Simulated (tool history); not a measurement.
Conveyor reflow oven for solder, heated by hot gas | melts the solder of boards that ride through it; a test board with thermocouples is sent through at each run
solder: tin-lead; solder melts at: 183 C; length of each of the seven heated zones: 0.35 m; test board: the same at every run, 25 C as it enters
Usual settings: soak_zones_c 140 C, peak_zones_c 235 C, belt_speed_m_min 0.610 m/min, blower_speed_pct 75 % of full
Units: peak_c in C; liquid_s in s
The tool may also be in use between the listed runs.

run,day,soak_zones_c,peak_zones_c,belt_speed_m_min,blower_speed_pct,peak_c,liquid_s
1,0.000,140,235,0.610,75,222.1,55.6
2,0.612,140,235,0.610,63,218.6,52.3
3,1.479,140,235,0.610,63,218.0,52.7
4,1.867,140,235,0.610,63,217.1,52.6
5,2.500,140,235,0.610,63,217.3,52.4
6,3.104,140,235,0.610,63,217.9,52.0
7,3.888,140,235,0.610,63,218.0,52.5
8,4.592,140,224,0.610,75,212.2,49.5
# day 5.150: thermocouples of zones 6 and 7 changed
9,5.333,140,235,0.610,75,222.2,55.9
10,6.083,140,235,0.610,75,221.7,55.5
11,6.662,140,235,0.707,75,217.0,44.9
12,7.100,140,247,0.610,75,231.9,60.6
13,7.721,140,247,0.610,75,232.4,61.0
14,8.392,140,235,0.610,70,220.4,54.8
15,8.838,140,235,0.610,70,221.0,54.5
16,9.625,140,235,0.610,70,219.8,54.3
17,10.458,135,235,0.610,52,212.5,46.0
18,11.288,145,235,0.610,63,217.9,55.0
19,12.012,145,235,0.721,63,213.8,41.7
20,12.925,135,244,0.580,53,222.5,56.3
21,13.429,130,246,0.659,82,229.5,52.9
# day 14.246: flux residue cleaned out of gas plates and filters
22,14.467,128,228,0.603,74,213.9,47.4
23,14.917,128,228,0.603,74,213.8,47.8
24,15.542,141,237,0.625,73,222.3,55.0
25,16.412,140,247,0.632,75,231.1,57.7
26,17.100,140,248,0.665,54,221.9,49.2
27,17.483,140,235,0.664,70,217.9,48.3
28,18.329,140,235,0.591,75,222.7,58.3
29,18.779,140,235,0.591,75,223.2,57.9
30,19.542,140,245,0.618,52,220.2,52.8
31,20.262,141,245,0.648,79,230.2,56.5

4 ways to go on from here, each from the tool as it stands after run 31. What would each give?
A,20.738,141,245,0.586,79,?,?
B,20.738,140,232,0.610,52,?,?
C,20.738,148,245,0.676,79,?,?
D,20.738,140,235,0.703,69,?,?

run,peak_c,liquid_s
A,233.1,64.6
B,210.6,45.6
C,230.4,55.9
D,215.8,43.5
Without the tool's hidden state the same runs would have given:
run,peak_c,liquid_s
A,233.2,64.6
B,210.7,45.6
C,230.5,55.9
D,215.8,43.5
